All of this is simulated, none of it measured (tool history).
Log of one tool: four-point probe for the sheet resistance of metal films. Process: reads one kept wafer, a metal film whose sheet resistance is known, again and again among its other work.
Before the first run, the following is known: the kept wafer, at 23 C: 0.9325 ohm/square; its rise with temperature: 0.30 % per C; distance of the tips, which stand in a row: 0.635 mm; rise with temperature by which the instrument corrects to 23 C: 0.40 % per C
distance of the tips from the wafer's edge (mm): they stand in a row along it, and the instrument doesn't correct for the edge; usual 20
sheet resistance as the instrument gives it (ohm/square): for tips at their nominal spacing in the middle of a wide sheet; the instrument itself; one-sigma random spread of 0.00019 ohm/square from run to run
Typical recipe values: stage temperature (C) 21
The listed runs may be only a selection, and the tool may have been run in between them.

| run | hour | stage temperature (C) | distance of the tips from the wafer's edge (mm) | sheet resistance as the instrument gives it (ohm/square) |
|---|---|---|---|---|
| 1 | 0.0 | 21 | 20 | 0.939983 |
| 2 | 10.6 | 21 | 20 | 0.939848 |
| 3 | 27.1 | 21 | 20 | 0.940128 |
| 4 | 36.3 | 29 | 20 | 0.932462 |
| 5 | 58.3 | 29 | 20 | 0.932650 |
| 6 | 76.1 | 21 | 20 | 0.940342 |
| 7 | 94.7 | 21 | 20 | 0.940506 |
| 8 | 107.1 | 27 | 20 | 0.935007 |
| 9 | 118.4 | 27 | 20 | 0.934382 |
| 10 | 133.2 | 27 | 20 | 0.935103 |
| 11 | 143.6 | 21 | 20 | 0.940537 |
| 12 | 162.3 | 21 | 10 | 0.942150 |
| 13 | 180.3 | 21 | 10 | 0.942487 |
| 14 | 199.0 | 21 | 46 | 0.940580 |
|  | 200.9 | stage's thermometer calibrated |
| 15 | 213.6 | 21 | 46 | 0.940403 |
| 16 | 224.2 | 30 | 11 | 0.933933 |
| 17 | 238.8 | 26 | 60 | 0.935807 |
| 18 | 252.8 | 26 | 60 | 0.936293 |
| 19 | 269.6 | 31 | 6 | 0.937312 |
|  | 281.2 | stage's thermometer calibrated, once more |
| 20 | 292.0 | 31 | 6 | 0.937239 |
| 21 | 301.8 | 31 | 6 | 0.937281 |
| 22 | 315.6 | 22 | 6 | 0.946297 |
| 23 | 327.2 | 28 | 53 | 0.934935 |
| 24 | 337.3 | 19 | 15 | 0.943966 |
| 25 | 357.6 | 26 | 15 | 0.937690 |
| 26 | 371.4 | 26 | 15 | 0.937147 |
| 27 | 387.4 | 21 | 12 | 0.943061 |

5 options for the next run, each taken on its own from the tool as it stands now. Forecast them:
| A | 407.7 | 22 | 4 | ? |
| B | 407.7 | 21 | 31 | ? |
| C | 407.7 | 29 | 20 | ? |
| D | 407.7 | 34 | 20 | ? |
| E | 407.7 | 24 | 6 | ? |

| run | sheet resistance as the instrument gives it (ohm/square) |
|---|---|
| A | 0.953467 |
| B | 0.941805 |
| C | 0.934878 |
| D | 0.929934 |
| E | 0.944387 |
What these runs would have given with no unlogged condition in the tool:
| run | sheet resistance as the instrument gives it (ohm/square) |
|---|---|
| A | 0.946151 |
| B | 0.934571 |
| C | 0.927696 |
| D | 0.922790 |
| E | 0.937136 |

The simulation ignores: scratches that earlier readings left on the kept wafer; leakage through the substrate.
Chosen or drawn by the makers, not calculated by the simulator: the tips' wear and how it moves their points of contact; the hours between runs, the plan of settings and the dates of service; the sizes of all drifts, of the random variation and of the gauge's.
